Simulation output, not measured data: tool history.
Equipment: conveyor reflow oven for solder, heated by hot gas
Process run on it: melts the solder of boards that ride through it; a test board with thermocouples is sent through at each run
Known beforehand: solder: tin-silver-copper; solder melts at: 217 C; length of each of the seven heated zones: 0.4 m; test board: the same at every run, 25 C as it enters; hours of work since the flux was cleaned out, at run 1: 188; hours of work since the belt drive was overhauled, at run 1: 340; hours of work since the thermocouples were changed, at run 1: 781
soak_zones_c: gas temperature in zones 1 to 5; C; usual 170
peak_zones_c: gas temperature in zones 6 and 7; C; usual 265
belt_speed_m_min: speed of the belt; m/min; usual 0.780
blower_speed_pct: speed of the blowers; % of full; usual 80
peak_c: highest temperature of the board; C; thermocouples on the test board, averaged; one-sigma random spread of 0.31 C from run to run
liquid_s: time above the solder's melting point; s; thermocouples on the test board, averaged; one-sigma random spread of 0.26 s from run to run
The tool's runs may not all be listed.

run   hour  soak_zones_c  peak_zones_c  belt_speed_m_min  blower_speed_pct  hours of work since the flux was cleaned out  hours of work since the belt drive was overhauled  hours of work since the thermocouples were changed  peak_c  liquid_s
  1    0.0           170           265             0.780                80                                           188                                                340                                                 781   244.6      39.0
      27.3  -- flux residue cleaned out of gas plates and filters
  2   28.4           170           265             0.780                80                                             1                                                355                                                 796   246.4      41.2
  3   41.6           170           265             0.788                80                                             9                                                363                                                 804   245.9      40.8
  4   56.5           170           265             0.788                80                                            19                                                372                                                 813   245.7      40.2
  5   73.1           170           257             0.788                80                                            29                                                383                                                 824   239.1      35.3
  6   95.0           170           257             0.788                80                                            43                                                397                                                 838   239.5      35.6
  7  108.4           170           265             0.780                80                                            51                                                405                                                 846   246.0      40.9
  8  119.0           170           265             0.780                62                                            58                                                412                                                 853   241.8      36.8
  9  134.9           170           265             0.805                80                                            68                                                422                                                 863   243.9      38.6
 10  147.2           170           265             0.828                80                                            76                                                430                                                 871   243.8      36.7
 11  166.8           170           265             0.828                80                                            88                                                442                                                 883   243.5      36.5
 12  180.2           158           265             0.780                80                                            97                                                451                                                 892   243.0      35.7
 13  203.6           170           265             0.780                76                                           112                                                466                                                 907   245.0      39.3
 14  222.3           170           265             0.780                76                                           124                                                478                                                 918   244.3      39.1
 15  233.0           168           265             0.780                80                                           130                                                484                                                 925   244.8      39.3
 16  254.4           168           265             0.780                80                                           144                                                498                                                 939   244.4      39.3
 17  272.0           168           265             0.780                80                                           155                                                509                                                 950   244.5      39.1
 18  296.3           175           254             0.780                80                                           170                                                524                                                 965   237.0      34.3
 19  306.9           173           272             0.829                77                                           177                                                531                                                 972   248.4      39.8
 20  320.0           173           272             0.829                77                                           185                                                539                                                 980   247.8      40.3
 21  334.0           173           272             0.829                77                                           194                                                548                                                 989   247.4      39.8
     352.0  -- flux residue cleaned out of gas plates and filters
 22  362.8           178           260             0.706                80                                             7                                                563                                                1004   245.7      49.1
 23  381.0           177           263             0.646                77                                            18                                                575                                                1016   250.3      56.9
 24  392.2           177           263             0.646                77                                            25                                                582                                                1023   250.1      57.4
 25  406.5           175           263             0.646                77                                            35                                                591                                                1032   249.3      56.9
 26  419.6           174           263             0.842                75                                            43                                                599                                                1040   242.1      35.3
 27  440.7           174           263             0.842                75                                            56                                                613                                                1054   241.6      34.9
 28  456.6           174           263             0.842                75                                            66                                                623                                                1064   242.0      35.5
 29  476.1           174           263             0.842                75                                            79                                                635                                                1076   241.6      35.2
 30  492.3           185           255             0.664                74                                            89                                                645                                                1086   242.9      53.4

For each run, the measured value with the value that run would have given without the tool's hidden condition subtracted. The run-to-run variation is shared by both, the gauge scatter possibly not:
Hidden state present: heat that the gas passes to the board, % of a clean oven's; belt's true speed, % of the reading; true gas temperature in zones 6 and 7 over the reading, C; drift of the gauge itself on peak_c, C; drift of the gauge itself on liquid_s, %.
run  peak_c  liquid_s
  1    -3.5      -2.6
  2    -1.1      -0.3
  3    -1.3      -0.4
  4    -1.4      -0.5
  5    -1.5      -0.9
  6    -1.7      -1.0
  7    -1.8      -0.8
  8    -1.7      -1.0
  9    -2.0      -1.0
 10    -2.1      -1.1
 11    -2.1      -1.2
 12    -2.4      -1.5
 13    -2.5      -1.5
 14    -2.6      -1.6
 15    -2.7      -1.6
 16    -2.8      -1.8
 17    -2.9      -1.9
 18    -2.9      -2.6
 19    -3.3      -1.7
 20    -3.4      -1.9
 21    -3.5      -2.0
 22    -1.6      -0.2
 23    -1.7      -0.2
 24    -1.7      -0.3
 25    -1.9      -0.4
 26    -1.7      -0.8
 27    -1.9      -0.9
 28    -2.0      -1.0
 29    -2.1      -1.2
 30    -2.2      -1.0
